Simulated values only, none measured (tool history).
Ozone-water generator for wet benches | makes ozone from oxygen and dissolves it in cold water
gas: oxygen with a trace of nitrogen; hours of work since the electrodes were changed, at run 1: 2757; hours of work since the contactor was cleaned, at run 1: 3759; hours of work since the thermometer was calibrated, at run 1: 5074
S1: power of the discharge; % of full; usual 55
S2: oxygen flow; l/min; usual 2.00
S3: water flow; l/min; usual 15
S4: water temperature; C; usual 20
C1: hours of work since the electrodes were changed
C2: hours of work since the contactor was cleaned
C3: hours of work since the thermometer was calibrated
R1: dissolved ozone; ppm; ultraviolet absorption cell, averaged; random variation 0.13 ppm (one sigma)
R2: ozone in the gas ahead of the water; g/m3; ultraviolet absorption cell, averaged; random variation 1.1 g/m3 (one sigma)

run	hour	S1	S2	S3	S4	C1	C2	C3	R1	R2
1	0.0	55	2.00	15	20	2757	3759	5074	14.3	207.6
2	196.5	55	2.00	15	24	2879	3882	5197	13.7	203.8
3	385.0	55	2.00	19	20	2997	3999	5314	11.3	206.8
# hour 522.9: contactor cleaned
4	553.7	55	2.00	19	20	3100	19	5417	11.3	208.2
# hour 703.8: water thermometer calibrated
5	714.1	55	2.00	19	20	3199	119	6	11.6	205.1
6	900.2	55	2.00	19	20	3316	235	123	11.4	204.4
7	1023.6	55	2.00	19	20	3393	312	200	11.5	207.3
8	1137.1	55	2.00	19	20	3463	383	270	11.3	204.5
9	1235.1	55	2.00	19	20	3525	444	332	11.4	204.9
10	1362.7	55	2.00	10	20	3604	524	411	20.8	207.7
11	1489.9	55	2.00	10	20	3684	603	491	21.0	206.1
12	1578.5	55	2.00	10	20	3739	658	546	20.7	204.6
13	1746.3	55	2.00	15	20	3843	763	650	14.8	205.9
14	1840.1	55	2.00	15	20	3902	822	709	14.5	207.1
15	1973.9	55	2.00	15	20	3985	905	793	14.6	207.6
16	2149.3	55	2.00	15	20	4095	1014	902	14.6	206.7
17	2329.5	55	2.00	15	20	4207	1127	1014	14.7	206.0
18	2456.1	67	1.69	17	17	4286	1206	1093	15.2	270.8
19	2560.9	67	1.69	17	26	4352	1271	1159	14.1	271.0
20	2723.8	67	1.69	17	26	4453	1373	1260	14.1	271.1
21	2876.7	67	1.69	17	26	4549	1468	1356	14.1	271.3
22	3015.3	76	2.57	19	15	4635	1555	1442	16.4	237.6
23	3168.6	72	3.16	11	21	4731	1650	1538	23.7	201.1
24	3283.1	72	3.16	11	21	4802	1722	1609	24.2	201.8
25	3479.4	72	3.16	11	21	4925	1844	1732	24.5	201.9
26	3624.4	67	1.23	18	13	5015	1935	1822	13.8	321.9
27	3796.8	56	1.13	18	13	5123	2042	1930	11.2	292.3
28	3983.8	55	2.00	21	20	5240	2159	2047	10.3	206.9
29	4148.8	65	1.92	10	20	5343	2262	2150	24.4	244.7
30	4314.9	66	1.24	10	20	5446	2366	2253	23.9	318.8
31	4478.0	55	2.00	15	18	5548	2467	2355	14.6	206.7
32	4663.9	43	2.19	14	18	5664	2583	2471	12.8	156.7
33	4836.2	43	2.19	14	18	5771	2691	2578	12.6	156.4
34	5021.3	43	2.19	14	18	5887	2806	2694	12.9	157.9

How the hidden state differs across the entries between the runs, from the last listed run before each to the first after it:
Between runs 3 and 4: contactor cleaned (hour 522.9)
  contactor's efficiency, % of a clean one's: 99.9 -> 100
Between runs 4 and 5: water thermometer calibrated (hour 703.8)
  no hidden state differs between the two runs
